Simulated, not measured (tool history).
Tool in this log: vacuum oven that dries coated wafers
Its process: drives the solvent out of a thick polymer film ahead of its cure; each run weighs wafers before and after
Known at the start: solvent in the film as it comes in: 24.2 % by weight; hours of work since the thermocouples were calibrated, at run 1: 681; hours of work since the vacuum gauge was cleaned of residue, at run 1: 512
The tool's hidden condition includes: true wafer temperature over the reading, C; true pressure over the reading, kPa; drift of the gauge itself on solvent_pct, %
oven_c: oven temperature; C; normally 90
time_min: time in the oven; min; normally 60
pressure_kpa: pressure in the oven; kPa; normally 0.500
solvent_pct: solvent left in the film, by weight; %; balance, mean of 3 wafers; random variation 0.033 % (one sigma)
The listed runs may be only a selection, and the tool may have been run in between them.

| run | hour | oven_c | time_min | pressure_kpa | hours of work since the thermocouples were calibrated | hours of work since the vacuum gauge was cleaned of residue | solvent_pct |
|---|---|---|---|---|---|---|---|
| 1 | 0.0 | 90 | 60 | 0.500 | 681 | 512 | 2.79 |
| 2 | 22.0 | 90 | 60 | 1.252 | 697 | 528 | 4.20 |
| 3 | 37.3 | 90 | 77 | 0.500 | 708 | 539 | 1.93 |
| 4 | 59.7 | 90 | 77 | 0.500 | 725 | 556 | 1.92 |
| 5 | 74.0 | 90 | 77 | 0.787 | 735 | 566 | 2.48 |
| 6 | 88.1 | 90 | 77 | 0.787 | 746 | 577 | 2.46 |
| 7 | 106.5 | 90 | 77 | 0.787 | 759 | 590 | 2.46 |
| 8 | 124.4 | 90 | 60 | 0.394 | 773 | 604 | 2.53 |
| 9 | 144.2 | 90 | 60 | 0.394 | 787 | 618 | 2.64 |
| 10 | 161.6 | 90 | 60 | 0.500 | 800 | 631 | 2.73 |
| 11 | 175.5 | 90 | 38 | 0.500 | 810 | 641 | 5.29 |
| 12 | 194.3 | 90 | 38 | 0.500 | 824 | 655 | 5.19 |
| 13 | 212.7 | 90 | 60 | 1.130 | 838 | 669 | 3.97 |
| 14 | 223.0 | 90 | 60 | 0.589 | 845 | 676 | 2.93 |
| 15 | 237.6 | 90 | 60 | 0.589 | 856 | 687 | 2.98 |
| 16 | 254.7 | 90 | 60 | 0.589 | 869 | 700 | 2.88 |
| 17 | 274.2 | 90 | 60 | 0.589 | 883 | 714 | 2.95 |
| 18 | 293.0 | 90 | 60 | 0.589 | 897 | 728 | 2.96 |
| 19 | 309.5 | 90 | 60 | 0.589 | 909 | 740 | 2.97 |
| 20 | 324.1 | 90 | 60 | 0.589 | 920 | 751 | 2.99 |
| 21 | 337.0 | 90 | 60 | 0.589 | 930 | 761 | 3.01 |
| 22 | 358.7 | 97 | 60 | 0.500 | 946 | 777 | 1.24 |
| 23 | 374.5 | 90 | 60 | 0.500 | 957 | 788 | 2.81 |
| 24 | 387.2 | 90 | 60 | 0.500 | 967 | 798 | 2.83 |
| 25 | 403.6 | 90 | 40 | 0.500 | 979 | 810 | 4.90 |
| 26 | 421.3 | 96 | 60 | 1.814 | 992 | 823 | 3.46 |
| 27 | 434.1 | 90 | 51 | 1.335 | 1001 | 832 | 5.00 |
| 28 | 454.0 | 91 | 106 | 1.574 | 1016 | 847 | 3.32 |
| 29 | 468.0 | 93 | 92 | 1.319 | 1026 | 857 | 2.63 |
| 30 | 478.2 | 93 | 92 | 1.319 | 1034 | 865 | 2.62 |
| 31 | 492.6 | 93 | 92 | 1.319 | 1044 | 875 | 2.63 |
| 32 | 503.3 | 93 | 92 | 1.319 | 1052 | 883 | 2.57 |
|  | 506.4 | oven's thermocouples calibrated |
| 33 | 518.6 | 93 | 92 | 1.319 | 9 | 893 | 2.63 |
| 34 | 536.3 | 89 | 60 | 1.012 | 22 | 906 | 4.08 |
| 35 | 554.9 | 84 | 95 | 0.955 | 36 | 920 | 4.00 |
| 36 | 571.7 | 102 | 87 | 0.955 | 48 | 932 | 1.28 |
| 37 | 594.9 | 102 | 87 | 0.955 | 65 | 950 | 1.26 |
| 38 | 610.1 | 102 | 87 | 0.955 | 77 | 961 | 1.23 |
| 39 | 630.7 | 90 | 60 | 0.666 | 92 | 976 | 3.07 |
| 40 | 646.7 | 94 | 60 | 0.475 | 104 | 988 | 1.72 |
| 41 | 666.5 | 94 | 60 | 0.475 | 118 | 1002 | 1.71 |
| 42 | 689.3 | 94 | 60 | 0.475 | 135 | 1019 | 1.63 |
| 43 | 705.7 | 87 | 56 | 0.488 | 147 | 1031 | 4.23 |
| 44 | 722.4 | 87 | 56 | 0.488 | 160 | 1044 | 4.24 |
| 45 | 732.4 | 93 | 90 | 1.380 | 167 | 1051 | 2.78 |
| 46 | 744.1 | 81 | 95 | 0.990 | 176 | 1060 | 5.29 |
| 47 | 762.7 | 81 | 95 | 0.272 | 189 | 1073 | 3.44 |
| 48 | 773.2 | 102 | 51 | 0.500 | 197 | 1081 | 0.92 |

Below are 3 alternative next runs, each starting from the tool's condition after run 48. Predict each:
| A | 797.0 | 80 | 60 | 0.500 | 215 | 1099 | ? |
| B | 797.0 | 100 | 47 | 1.032 | 215 | 1099 | ? |
| C | 797.0 | 102 | 60 | 0.480 | 215 | 1099 | ? |

| run | solvent_pct |
|---|---|
| A | 7.23 |
| B | 1.92 |
| C | 0.77 |
Without the tool's unlogged condition, the same runs would have read:
| run | solvent_pct |
|---|---|
| A | 7.22 |
| B | 1.91 |
| C | 0.77 |
